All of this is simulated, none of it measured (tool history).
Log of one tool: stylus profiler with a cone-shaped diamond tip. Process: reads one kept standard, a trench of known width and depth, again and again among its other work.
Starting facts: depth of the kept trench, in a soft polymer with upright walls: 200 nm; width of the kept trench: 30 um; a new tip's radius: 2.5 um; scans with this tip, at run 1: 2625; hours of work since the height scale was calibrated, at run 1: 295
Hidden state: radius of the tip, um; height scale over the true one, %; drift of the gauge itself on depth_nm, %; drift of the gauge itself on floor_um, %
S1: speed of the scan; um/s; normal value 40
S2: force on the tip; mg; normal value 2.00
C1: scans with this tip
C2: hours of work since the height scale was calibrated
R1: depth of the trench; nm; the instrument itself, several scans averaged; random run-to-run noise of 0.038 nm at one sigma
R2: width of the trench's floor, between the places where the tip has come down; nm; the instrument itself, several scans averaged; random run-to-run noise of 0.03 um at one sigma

Run 1, day 0.000: usual settings; C1 2625; C2 295. Result: R1 200.90 nm, R2 27850 nm.
Run 2, day 0.783: usual settings; C1 2717; C2 305. Result: R1 200.94 nm, R2 27810 nm.
Run 3, day 1.571: usual settings; C1 2809; C2 316. Result: R1 200.98 nm, R2 27820 nm.
Run 4, day 2.108: usual settings; C1 2872; C2 323. Result: R1 200.97 nm, R2 27800 nm.
Run 5, day 3.167: usual settings; C1 2996; C2 337. Result: R1 200.94 nm, R2 27820 nm.
Run 6, day 3.867: usual settings; C1 3079; C2 346. Result: R1 200.88 nm, R2 27780 nm.
Run 7, day 4.683: usual settings; C1 3175; C2 357. Result: R1 200.86 nm, R2 27790 nm.
Run 8, day 5.725: usual settings but S2 0.67 mg; C1 3296; C2 370. Result: R1 200.28 nm, R2 27670 nm.
Run 9, day 6.850: usual settings but S2 0.67 mg; C1 3429; C2 385. Result: R1 200.21 nm, R2 27650 nm.
Run 10, day 7.596: usual settings but S2 0.67 mg; C1 3516; C2 395. Result: R1 200.24 nm, R2 27660 nm.
Run 11, day 8.371: usual settings but S2 0.67 mg; C1 3607; C2 405. Result: R1 200.23 nm, R2 27710 nm.
Run 12, day 8.871: usual settings but S2 0.67 mg; C1 3666; C2 412. Result: R1 200.15 nm, R2 27680 nm.
Run 13, day 9.954: usual settings but S1 28 um/s, S2 0.67 mg; C1 3793; C2 426. Result: R1 200.13 nm, R2 27780 nm.
Run 14, day 10.612: usual settings but S1 19 um/s, S2 0.67 mg; C1 3870; C2 435. Result: R1 200.16 nm, R2 27820 nm.
Run 15, day 11.450: usual settings but S2 0.98 mg; C1 3969; C2 446. Result: R1 200.38 nm, R2 27700 nm.
Run 16, day 12.188: usual settings but S2 1.44 mg; C1 4055; C2 456. Result: R1 200.58 nm, R2 27750 nm.
Run 17, day 13.125: usual settings but S1 25 um/s; C1 4165; C2 468. Result: R1 200.84 nm, R2 27760 nm.
Run 18, day 14.192: usual settings but S1 25 um/s; C1 4290; C2 482. Result: R1 200.75 nm, R2 27800 nm.
Run 19, day 14.929: usual settings but S1 25 um/s; C1 4377; C2 492. Result: R1 200.85 nm, R2 27830 nm.
Run 20, day 15.892: usual settings but S2 3.30 mg; C1 4489; C2 504. Result: R1 201.28 nm, R2 27810 nm.
Run 21, day 16.608: usual settings but S1 14 um/s; C1 4574; C2 514. Result: R1 200.81 nm, R2 27850 nm.
Run 22, day 17.712: usual settings but S1 17 um/s, S2 2.95 mg; C1 4703; C2 528. Result: R1 201.23 nm, R2 27870 nm.
Run 23, day 18.746: usual settings but S1 77 um/s, S2 2.95 mg; C1 4825; C2 542. Result: R1 201.18 nm, R2 27650 nm.
Run 24, day 19.729: usual settings but S1 77 um/s, S2 2.95 mg; C1 4940; C2 555. Result: R1 201.09 nm, R2 27680 nm.
Run 25, day 20.442: usual settings but S1 11 um/s, S2 1.99 mg; C1 5024; C2 564. Result: R1 200.81 nm, R2 27920 nm.
Run 26, day 20.958: usual settings but S1 11 um/s, S2 1.99 mg; C1 5084; C2 571. Result: R1 200.72 nm, R2 27920 nm.
Run 27, day 21.804: usual settings but S1 11 um/s, S2 1.99 mg; C1 5184; C2 582. Result: R1 200.74 nm, R2 27840 nm.
Run 28, day 22.858: usual settings but S1 11 um/s, S2 1.99 mg; C1 5307; C2 596. Result: R1 200.71 nm, R2 27860 nm.
Run 29, day 23.417: usual settings but S1 11 um/s, S2 0.67 mg; C1 5373; C2 604. Result: R1 200.03 nm, R2 27840 nm.
Run 30, day 24.408: usual settings but S1 53 um/s, S2 1.21 mg; C1 5489; C2 617. Result: R1 200.35 nm, R2 27590 nm.
Run 31, day 25.354: usual settings but S1 15 um/s, S2 1.06 mg; C1 5600; C2 629. Result: R1 200.29 nm, R2 27810 nm.
Run 32, day 26.371: usual settings but S1 98 um/s, S2 1.80 mg; C1 5719; C2 643. Result: R1 200.56 nm, R2 27450 nm.
Run 33, day 26.946: usual settings but S1 15 um/s, S2 4.81 mg; C1 5787; C2 650. Result: R1 201.64 nm, R2 27820 nm.
Run 34, day 27.438: usual settings but S1 17 um/s, S2 1.65 mg; C1 5845; C2 657. Result: R1 200.43 nm, R2 27800 nm.
Run 35, day 28.067: usual settings but S1 17 um/s, S2 1.65 mg; C1 5919; C2 665. Result: R1 200.51 nm, R2 27820 nm.
Run 36, day 29.062: usual settings but S1 25 um/s, S2 4.59 mg; C1 6035; C2 678. Result: R1 201.59 nm, R2 27830 nm.
Run 37, day 29.692: usual settings but S1 25 um/s, S2 4.59 mg; C1 6109; C2 686. Result: R1 201.58 nm, R2 27810 nm.
Run 38, day 30.488: usual settings but S1 25 um/s, S2 4.59 mg; C1 6203; C2 697. Result: R1 201.60 nm, R2 27830 nm.
Run 39, day 31.246: usual settings but S1 25 um/s, S2 4.59 mg; C1 6291; C2 707. Result: R1 201.58 nm, R2 27830 nm.
Run 40, day 31.892: usual settings but S1 25 um/s, S2 4.59 mg; C1 6367; C2 715. Result: R1 201.56 nm, R2 27870 nm.
Run 41, day 32.729: usual settings but S1 25 um/s, S2 4.59 mg; C1 6466; C2 726. Result: R1 201.54 nm, R2 27790 nm.

3 ways to go on from here, each from the tool as it stands after run 41. What would each give?
Run A, day 33.512: usual settings but S1 17 um/s, S2 3.83 mg; C1 6558; C2 737. Result: R1 ?, R2 ?.
Run B, day 33.512: usual settings but S1 55 um/s, S2 3.73 mg; C1 6558; C2 737. Result: R1 ?, R2 ?.
Run C, day 33.512: usual settings but S1 80 um/s; C1 6558; C2 737. Result: R1 ?, R2 ?.

run      R1     R2
  A  201.28  27750
  B  201.27  27720
  C  200.58  27580
Stripped of hidden state, with their random variation kept, the same runs would have yielded:
run      R1     R2
  A  201.97  27920
  B  201.95  27890
  C  201.26  27750

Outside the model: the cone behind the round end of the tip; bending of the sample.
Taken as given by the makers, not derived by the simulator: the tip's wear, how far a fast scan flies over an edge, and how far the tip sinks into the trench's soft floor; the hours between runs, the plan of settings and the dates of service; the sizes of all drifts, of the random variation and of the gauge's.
